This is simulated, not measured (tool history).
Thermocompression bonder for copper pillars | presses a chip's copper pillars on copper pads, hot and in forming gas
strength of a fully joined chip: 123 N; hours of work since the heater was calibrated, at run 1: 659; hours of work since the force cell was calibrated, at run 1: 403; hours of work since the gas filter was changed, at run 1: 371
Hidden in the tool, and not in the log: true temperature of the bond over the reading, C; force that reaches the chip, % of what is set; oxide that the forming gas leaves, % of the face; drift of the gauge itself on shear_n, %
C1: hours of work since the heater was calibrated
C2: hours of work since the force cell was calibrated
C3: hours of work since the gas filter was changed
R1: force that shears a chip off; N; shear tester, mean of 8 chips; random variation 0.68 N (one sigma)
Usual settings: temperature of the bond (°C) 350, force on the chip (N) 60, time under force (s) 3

{"run": 1, "day": 0.0, "temperature of the bond (°C)": 350, "force on the chip (N)": 60, "time under force (s)": 3, "C1": 659, "C2": 403, "C3": 371, "R1": 46.3}
{"run": 2, "day": 1.054, "temperature of the bond (°C)": 350, "force on the chip (N)": 43, "time under force (s)": 3, "C1": 672, "C2": 416, "C3": 384, "R1": 33.2}
{"run": 3, "day": 1.879, "temperature of the bond (°C)": 350, "force on the chip (N)": 43, "time under force (s)": 3, "C1": 683, "C2": 427, "C3": 395, "R1": 34.7}
{"run": 4, "day": 3.233, "temperature of the bond (°C)": 350, "force on the chip (N)": 43, "time under force (s)": 3, "C1": 700, "C2": 444, "C3": 412, "R1": 33.7}
{"run": 5, "day": 4.312, "temperature of the bond (°C)": 350, "force on the chip (N)": 43, "time under force (s)": 3, "C1": 714, "C2": 458, "C3": 426, "R1": 33.9}
{"run": 6, "day": 5.371, "temperature of the bond (°C)": 350, "force on the chip (N)": 60, "time under force (s)": 2, "C1": 728, "C2": 472, "C3": 440, "R1": 39.5}
{"run": 7, "day": 6.158, "temperature of the bond (°C)": 350, "force on the chip (N)": 47, "time under force (s)": 3, "C1": 738, "C2": 482, "C3": 450, "R1": 36.5}
{"day": 7.167, "done": "forming gas filter changed"}
{"run": 8, "day": 7.238, "temperature of the bond (°C)": 350, "force on the chip (N)": 47, "time under force (s)": 3, "C1": 751, "C2": 495, "C3": 1, "R1": 36}
{"run": 9, "day": 8.204, "temperature of the bond (°C)": 350, "force on the chip (N)": 47, "time under force (s)": 3, "C1": 764, "C2": 508, "C3": 13, "R1": 36.2}
{"run": 10, "day": 9.112, "temperature of the bond (°C)": 350, "force on the chip (N)": 47, "time under force (s)": 3, "C1": 775, "C2": 519, "C3": 25, "R1": 36.2}
{"run": 11, "day": 10.204, "temperature of the bond (°C)": 350, "force on the chip (N)": 83, "time under force (s)": 3, "C1": 789, "C2": 533, "C3": 39, "R1": 60.5}
{"run": 12, "day": 10.95, "temperature of the bond (°C)": 350, "force on the chip (N)": 83, "time under force (s)": 3, "C1": 799, "C2": 543, "C3": 49, "R1": 58.8}
{"run": 13, "day": 12.017, "temperature of the bond (°C)": 332, "force on the chip (N)": 83, "time under force (s)": 3, "C1": 813, "C2": 557, "C3": 62, "R1": 48.9}
{"run": 14, "day": 12.725, "temperature of the bond (°C)": 332, "force on the chip (N)": 83, "time under force (s)": 3, "C1": 822, "C2": 566, "C3": 71, "R1": 47.8}
{"run": 15, "day": 13.596, "temperature of the bond (°C)": 332, "force on the chip (N)": 83, "time under force (s)": 3, "C1": 833, "C2": 577, "C3": 83, "R1": 48.2}
{"run": 16, "day": 14.554, "temperature of the bond (°C)": 350, "force on the chip (N)": 60, "time under force (s)": 3, "C1": 845, "C2": 589, "C3": 95, "R1": 45.4}
{"run": 17, "day": 15.808, "temperature of the bond (°C)": 350, "force on the chip (N)": 60, "time under force (s)": 3, "C1": 861, "C2": 605, "C3": 111, "R1": 45.5}
{"run": 18, "day": 16.925, "temperature of the bond (°C)": 350, "force on the chip (N)": 60, "time under force (s)": 3, "C1": 876, "C2": 620, "C3": 125, "R1": 45.8}
{"run": 19, "day": 18.012, "temperature of the bond (°C)": 350, "force on the chip (N)": 60, "time under force (s)": 4, "C1": 890, "C2": 634, "C3": 139, "R1": 50.9}
{"run": 20, "day": 18.592, "temperature of the bond (°C)": 350, "force on the chip (N)": 60, "time under force (s)": 4, "C1": 897, "C2": 641, "C3": 147, "R1": 51.9}
{"run": 21, "day": 19.2, "temperature of the bond (°C)": 350, "force on the chip (N)": 60, "time under force (s)": 7, "C1": 905, "C2": 649, "C3": 155, "R1": 61.7}
{"run": 22, "day": 20.388, "temperature of the bond (°C)": 352, "force on the chip (N)": 50, "time under force (s)": 2, "C1": 920, "C2": 664, "C3": 170, "R1": 32.9}
{"run": 23, "day": 21.308, "temperature of the bond (°C)": 373, "force on the chip (N)": 70, "time under force (s)": 2, "C1": 932, "C2": 676, "C3": 182, "R1": 58.9}
{"run": 24, "day": 22.483, "temperature of the bond (°C)": 378, "force on the chip (N)": 71, "time under force (s)": 4, "C1": 947, "C2": 691, "C3": 197, "R1": 77.8}
{"run": 25, "day": 23.162, "temperature of the bond (°C)": 337, "force on the chip (N)": 72, "time under force (s)": 7, "C1": 956, "C2": 700, "C3": 206, "R1": 62.5}
{"run": 26, "day": 23.746, "temperature of the bond (°C)": 337, "force on the chip (N)": 72, "time under force (s)": 7, "C1": 963, "C2": 707, "C3": 213, "R1": 61.2}
{"run": 27, "day": 24.746, "temperature of the bond (°C)": 371, "force on the chip (N)": 41, "time under force (s)": 7, "C1": 976, "C2": 720, "C3": 226, "R1": 58.4}
{"run": 28, "day": 25.771, "temperature of the bond (°C)": 350, "force on the chip (N)": 63, "time under force (s)": 3, "C1": 989, "C2": 733, "C3": 239, "R1": 47.7}
{"run": 29, "day": 26.4, "temperature of the bond (°C)": 358, "force on the chip (N)": 53, "time under force (s)": 6, "C1": 997, "C2": 741, "C3": 247, "R1": 58.4}
{"run": 30, "day": 27.283, "temperature of the bond (°C)": 378, "force on the chip (N)": 60, "time under force (s)": 3, "C1": 1009, "C2": 753, "C3": 258, "R1": 63.8}
{"run": 31, "day": 28.446, "temperature of the bond (°C)": 350, "force on the chip (N)": 71, "time under force (s)": 3, "C1": 1024, "C2": 768, "C3": 273, "R1": 54.1}
{"run": 32, "day": 29.442, "temperature of the bond (°C)": 368, "force on the chip (N)": 90, "time under force (s)": 6, "C1": 1037, "C2": 781, "C3": 286, "R1": 93.8}
{"run": 33, "day": 30.017, "temperature of the bond (°C)": 345, "force on the chip (N)": 77, "time under force (s)": 6, "C1": 1044, "C2": 788, "C3": 294, "R1": 66.7}
{"run": 34, "day": 31.138, "temperature of the bond (°C)": 345, "force on the chip (N)": 82, "time under force (s)": 6, "C1": 1058, "C2": 802, "C3": 308, "R1": 72.1}
{"run": 35, "day": 32.4, "temperature of the bond (°C)": 345, "force on the chip (N)": 84, "time under force (s)": 6, "C1": 1075, "C2": 819, "C3": 324, "R1": 72.8}
{"run": 36, "day": 33.121, "temperature of the bond (°C)": 345, "force on the chip (N)": 84, "time under force (s)": 6, "C1": 1084, "C2": 828, "C3": 333, "R1": 71.6}
{"run": 37, "day": 34.208, "temperature of the bond (°C)": 350, "force on the chip (N)": 47, "time under force (s)": 6, "C1": 1098, "C2": 842, "C3": 347, "R1": 48.5}
{"day": 34.971, "done": "heater calibrated with a thermocouple chip"}
{"run": 38, "day": 35.571, "temperature of the bond (°C)": 351, "force on the chip (N)": 60, "time under force (s)": 3, "C1": 8, "C2": 858, "C3": 364, "R1": 47.1}
{"run": 39, "day": 36.296, "temperature of the bond (°C)": 351, "force on the chip (N)": 60, "time under force (s)": 2, "C1": 17, "C2": 868, "C3": 373, "R1": 39.4}

Forecast each of these 4 alternatives for the next run:
{"run": "A", "day": 36.942, "temperature of the bond (°C)": 335, "force on the chip (N)": 73, "time under force (s)": 3, "C1": 25, "C2": 876, "C3": 381, "R1": "?"}
{"run": "B", "day": 36.942, "temperature of the bond (°C)": 329, "force on the chip (N)": 71, "time under force (s)": 2, "C1": 25, "C2": 876, "C3": 381, "R1": "?"}
{"run": "C", "day": 36.942, "temperature of the bond (°C)": 351, "force on the chip (N)": 60, "time under force (s)": 6, "C1": 25, "C2": 876, "C3": 381, "R1": "?"}
{"run": "D", "day": 36.942, "temperature of the bond (°C)": 351, "force on the chip (N)": 87, "time under force (s)": 2, "C1": 25, "C2": 876, "C3": 381, "R1": "?"}

run=A R1=44.6
run=B R1=34.1
run=C R1=61.5
run=D R1=56.3
Without the tool's hidden state the same runs would have given:
run=A R1=44.7
run=B R1=34.2
run=C R1=61.7
run=D R1=56.5

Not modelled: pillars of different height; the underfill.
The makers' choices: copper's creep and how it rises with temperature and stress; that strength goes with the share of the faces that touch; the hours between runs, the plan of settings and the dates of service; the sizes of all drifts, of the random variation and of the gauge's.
